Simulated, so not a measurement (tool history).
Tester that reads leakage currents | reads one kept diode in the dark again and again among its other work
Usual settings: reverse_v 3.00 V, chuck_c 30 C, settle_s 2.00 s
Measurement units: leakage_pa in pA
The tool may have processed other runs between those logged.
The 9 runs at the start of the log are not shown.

run,hour,reverse_v,chuck_c,settle_s,hours of work since the probe card was cleaned,hours of work since the tester was calibrated,hours of work since the chuck was calibrated,leakage_pa
10,1779.2,2.09,30,2.00,851,348,485,142.49
11,1953.2,2.09,30,2.00,976,473,610,141.96
12,2150.6,1.12,30,2.00,1117,615,751,116.48
13,2332.4,1.12,30,2.00,1247,745,882,116.73
# hour 2387.2: probe card cleaned and baked
14,2535.3,1.84,30,2.00,106,888,1025,137.03
15,2790.0,3.00,30,2.00,289,1071,1208,160.06
# hour 2923.4: chuck's temperature calibrated
16,3058.1,3.00,30,2.00,479,1262,97,160.31
17,3324.4,3.00,30,2.00,670,1452,287,160.41
18,3444.7,11.83,21,0.40,757,1539,374,113.30
19,3708.2,1.33,55,1.49,946,1728,563,944.03
20,3870.5,19.98,55,9.86,1062,1844,679,2263.44
21,4051.4,6.78,55,6.48,1191,1974,809,1593.91
# hour 4186.2: probe card cleaned and baked
# hour 4254.7: tester calibrated
22,4254.7,6.78,55,6.48,48,0,951,1595.82
23,4363.0,1.04,26,0.50,125,78,1028,79.62
24,4493.7,1.04,26,0.50,219,171,1122,79.96
# hour 4743.2: chuck's temperature calibrated
25,4762.2,1.04,26,0.50,410,362,14,79.70
26,5004.3,3.00,57,2.00,584,536,187,1429.01
27,5269.3,3.00,57,1.47,774,726,377,1427.71
28,5396.4,1.19,30,2.00,865,817,468,119.34
29,5600.0,6.80,25,2.00,1011,963,614,133.68
30,5713.5,6.80,25,2.00,1092,1044,696,133.84
31,5860.2,6.80,25,2.00,1197,1149,801,134.39

Forecast each of these 4 alternatives for the next run:
# hour 5997.8: probe card cleaned and baked
A,6081.7,3.50,30,2.00,60,1306,957,?
# hour 5997.8: probe card cleaned and baked
B,6081.7,6.80,25,1.11,60,1306,957,?
# hour 5997.8: probe card cleaned and baked
C,6081.7,3.00,30,4.71,60,1306,957,?
# hour 5997.8: probe card cleaned and baked
D,6081.7,3.00,58,2.00,60,1306,957,?

run,leakage_pa
A,168.12
B,134.14
C,160.37
D,1545.26
Take away the tool's hidden state, keep each run's random variation, and the runs would have read:
run,leakage_pa
A,168.46
B,134.41
C,160.70
D,1548.02

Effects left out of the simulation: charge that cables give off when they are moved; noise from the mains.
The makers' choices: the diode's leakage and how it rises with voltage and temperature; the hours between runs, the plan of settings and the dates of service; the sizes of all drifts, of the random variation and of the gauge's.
